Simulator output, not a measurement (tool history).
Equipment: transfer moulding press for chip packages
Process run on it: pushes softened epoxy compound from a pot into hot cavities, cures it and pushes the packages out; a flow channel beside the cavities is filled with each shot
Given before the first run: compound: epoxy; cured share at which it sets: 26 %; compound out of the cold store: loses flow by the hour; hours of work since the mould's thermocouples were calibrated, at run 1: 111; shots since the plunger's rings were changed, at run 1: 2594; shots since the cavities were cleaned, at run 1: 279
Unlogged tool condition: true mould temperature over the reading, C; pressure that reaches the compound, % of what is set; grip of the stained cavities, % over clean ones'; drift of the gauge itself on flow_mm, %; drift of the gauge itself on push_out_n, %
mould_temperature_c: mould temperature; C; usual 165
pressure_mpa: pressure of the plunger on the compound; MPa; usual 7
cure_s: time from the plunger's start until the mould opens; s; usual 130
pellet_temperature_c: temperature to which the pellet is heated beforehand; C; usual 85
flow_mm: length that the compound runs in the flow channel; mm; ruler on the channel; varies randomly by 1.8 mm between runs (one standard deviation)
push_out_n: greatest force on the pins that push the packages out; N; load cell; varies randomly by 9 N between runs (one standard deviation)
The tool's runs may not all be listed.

| run | hour | mould_temperature_c | pressure_mpa | cure_s | pellet_temperature_c | hours of work since the mould's thermocouples were calibrated | shots since the plunger's rings were changed | shots since the cavities were cleaned | incoming compound's hours out of the cold store | flow_mm | push_out_n |
|---|---|---|---|---|---|---|---|---|---|---|---|
| 1 | 0 | 165 | 7 | 130 | 85 | 111 | 2594 | 279 | 35.6 | 871 | 413 |
| 2 | 6.5 | 165 | 7 | 130 | 85 | 115 | 2650 | 335 | 39.2 | 852 | 416 |
| 3 | 14.7 | 165 | 7 | 130 | 85 | 119 | 2721 | 406 | 19.9 | 944 | 405 |
| 4 | 23.5 | 165 | 7 | 130 | 85 | 124 | 2797 | 482 | 33.5 | 878 | 401 |
| 5 | 37.4 | 165 | 7 | 130 | 85 | 132 | 2918 | 603 | 13.5 | 982 | 425 |
|  | 48.2 | plunger's sealing rings changed |
| 6 | 50.8 | 165 | 7 | 130 | 85 | 138 | 22 | 697 | 9.9 | 999 | 439 |
|  | 60.8 | cavities cleaned with cleaning compound and waxed |
| 7 | 64.4 | 165 | 7 | 130 | 85 | 144 | 127 | 31 | 38.2 | 857 | 400 |
| 8 | 72.4 | 165 | 6.86 | 130 | 85 | 149 | 196 | 100 | 15.4 | 961 | 417 |
| 9 | 86.1 | 167 | 6.86 | 130 | 85 | 156 | 315 | 219 | 12.8 | 971 | 389 |
| 10 | 97 | 165 | 7 | 138 | 85 | 162 | 410 | 314 | 20.6 | 945 | 399 |
| 11 | 108.6 | 165 | 7 | 138 | 85 | 169 | 510 | 414 | 14 | 980 | 385 |
| 12 | 116.3 | 165 | 7 | 137 | 85 | 173 | 577 | 481 | 39 | 853 | 390 |
| 13 | 122.9 | 165 | 6.23 | 130 | 85 | 177 | 634 | 538 | 36.3 | 818 | 416 |
| 14 | 132.4 | 165 | 6.23 | 130 | 85 | 182 | 716 | 620 | 42.7 | 790 | 396 |
| 15 | 145.9 | 165 | 6.23 | 130 | 85 | 189 | 833 | 737 | 37.8 | 812 | 401 |
|  | 150.7 | cavities cleaned with cleaning compound and waxed |
| 16 | 154.2 | 165 | 6.23 | 130 | 85 | 193 | 892 | 30 | 17.9 | 902 | 418 |
| 17 | 162.4 | 166 | 8.12 | 116 | 85 | 198 | 963 | 101 | 14 | 1053 | 481 |
| 18 | 171.1 | 161 | 7.34 | 130 | 86 | 202 | 1039 | 177 | 45.1 | 859 | 509 |
| 19 | 185.7 | 161 | 7.34 | 130 | 80 | 210 | 1165 | 303 | 10.5 | 1041 | 566 |
| 20 | 194.8 | 170 | 7 | 130 | 89 | 215 | 1244 | 382 | 27.5 | 893 | 336 |
| 21 | 201.1 | 165 | 8.23 | 130 | 82 | 219 | 1299 | 437 | 24.4 | 1005 | 399 |
| 22 | 212.2 | 160 | 6.35 | 136 | 94 | 225 | 1395 | 533 | 16.2 | 940 | 513 |
| 23 | 220.9 | 160 | 6.35 | 136 | 94 | 230 | 1470 | 608 | 12.5 | 955 | 517 |
| 24 | 233 | 165 | 7 | 126 | 85 | 237 | 1575 | 713 | 36.8 | 866 | 417 |
|  | 240.6 | cavities cleaned with cleaning compound and waxed |
| 25 | 247 | 165 | 7 | 126 | 85 | 243 | 1683 | 55 | 9.3 | 1005 | 449 |
| 26 | 259.2 | 171 | 7 | 128 | 92 | 250 | 1789 | 161 | 47 | 798 | 364 |
| 27 | 268.1 | 171 | 7 | 128 | 92 | 255 | 1866 | 238 | 30.7 | 871 | 336 |
| 28 | 282.1 | 165 | 8.13 | 160 | 80 | 263 | 1987 | 359 | 17.9 | 1034 | 351 |

Hidden condition of the tool, last listed run before each entry between runs versus first listed run after:
Logged between run 5 and run 6: plunger's sealing rings changed (hour 48.2)
  pressure that reaches the compound, % of what is set: 99.96 -> 100
Logged between run 6 and run 7: cavities cleaned with cleaning compound and waxed (hour 60.8)
  grip of the stained cavities, % over clean ones': 0.6 -> 0.1
Logged between run 15 and run 16: cavities cleaned with cleaning compound and waxed (hour 150.7)
  grip of the stained cavities, % over clean ones': 0.6 -> 0.1
Logged between run 24 and run 25: cavities cleaned with cleaning compound and waxed (hour 240.6)
  grip of the stained cavities, % over clean ones': 0.6 -> 0.1
